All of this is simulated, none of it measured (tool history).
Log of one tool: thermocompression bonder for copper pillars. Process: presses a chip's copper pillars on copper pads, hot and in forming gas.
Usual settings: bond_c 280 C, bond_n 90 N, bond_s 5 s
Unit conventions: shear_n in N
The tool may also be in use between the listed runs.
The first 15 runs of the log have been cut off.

run,hour,bond_c,bond_n,bond_s,shear_n
16,544.3,280,90,3,82.0
17,567.0,280,90,3,81.9
18,603.8,280,90,3,82.7
19,639.6,264,90,3,70.1
# hour 676.6: heater calibrated with a thermocouple chip, once more
20,676.6,264,90,3,78.3
# hour 689.3: forming gas filter changed
21,722.5,264,90,3,83.7
22,752.9,264,90,3,82.4
23,776.0,250,90,3,71.0
24,816.6,250,90,3,69.4
25,845.5,291,63,6,96.9
26,895.3,304,90,5,122.2
27,945.5,265,101,7,110.5
28,969.5,268,72,3,67.9
29,1011.8,268,72,12,103.9
30,1051.4,268,72,12,102.1
31,1077.2,268,72,12,102.6
32,1120.2,280,129,12,136.2
33,1149.0,266,90,5,93.1

Expected results for the next run?
34,1193.2,259,90,10,?

shear_n: 104.2 N
Minus the tool's unlogged condition, the same run would have read shear_n 108.5 N.

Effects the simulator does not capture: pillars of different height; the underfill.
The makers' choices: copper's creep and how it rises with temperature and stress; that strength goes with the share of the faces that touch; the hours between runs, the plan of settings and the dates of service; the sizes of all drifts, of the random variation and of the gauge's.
